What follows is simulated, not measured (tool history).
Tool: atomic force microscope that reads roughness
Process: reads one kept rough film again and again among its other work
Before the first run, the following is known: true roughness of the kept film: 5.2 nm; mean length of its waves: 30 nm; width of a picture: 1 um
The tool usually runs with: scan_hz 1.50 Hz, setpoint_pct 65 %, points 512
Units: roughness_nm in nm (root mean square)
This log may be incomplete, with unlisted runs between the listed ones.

run 1 hour=0.0 | scan_hz=1.50 setpoint_pct=65 points=512 | roughness_nm=3.200
run 2 hour=34.1 | scan_hz=1.50 setpoint_pct=65 points=512 | roughness_nm=3.058
run 3 hour=82.3 | scan_hz=1.50 setpoint_pct=65 points=512 | roughness_nm=2.918
run 4 hour=110.4 | scan_hz=1.50 setpoint_pct=65 points=512 | roughness_nm=2.828
run 5 hour=147.6 | scan_hz=1.50 setpoint_pct=65 points=512 | roughness_nm=2.718
-- hour=151.0 new tip fitted
run 6 hour=192.9 | scan_hz=1.50 setpoint_pct=65 points=512 | roughness_nm=3.674
-- hour=200.1 height scale calibrated on a step standard
run 7 hour=232.3 | scan_hz=1.76 setpoint_pct=65 points=512 | roughness_nm=3.565
run 8 hour=259.5 | scan_hz=1.50 setpoint_pct=65 points=786 | roughness_nm=3.454
run 9 hour=302.7 | scan_hz=1.50 setpoint_pct=65 points=579 | roughness_nm=3.293
run 10 hour=329.7 | scan_hz=2.50 setpoint_pct=74 points=536 | roughness_nm=2.929
run 11 hour=382.7 | scan_hz=0.52 setpoint_pct=63 points=730 | roughness_nm=3.116
run 12 hour=426.7 | scan_hz=0.52 setpoint_pct=59 points=381 | roughness_nm=2.975
run 13 hour=452.0 | scan_hz=1.50 setpoint_pct=65 points=859 | roughness_nm=2.805
-- hour=465.2 new tip fitted
run 14 hour=513.3 | scan_hz=1.50 setpoint_pct=65 points=859 | roughness_nm=3.739
run 15 hour=571.4 | scan_hz=1.50 setpoint_pct=65 points=859 | roughness_nm=3.452
run 16 hour=602.9 | scan_hz=1.50 setpoint_pct=65 points=859 | roughness_nm=3.305

What if the next run were any one of these 5? Each begins from the tool's condition after run 16:
run A hour=662.6 | scan_hz=0.70 setpoint_pct=65 points=615 | roughness_nm=?
run B hour=662.6 | scan_hz=2.42 setpoint_pct=69 points=512 | roughness_nm=?
run C hour=662.6 | scan_hz=1.13 setpoint_pct=77 points=666 | roughness_nm=?
run D hour=662.6 | scan_hz=0.93 setpoint_pct=83 points=929 | roughness_nm=?
run E hour=662.6 | scan_hz=2.60 setpoint_pct=65 points=369 | roughness_nm=?

run=A roughness_nm=3.152
run=B roughness_nm=2.919
run=C roughness_nm=3.019
run=D roughness_nm=3.002
run=E roughness_nm=2.959
With no hidden state in the tool, these same runs would have given:
run=A roughness_nm=4.109
run=B roughness_nm=3.806
run=C roughness_nm=3.937
run=D roughness_nm=3.913
run=E roughness_nm=3.858
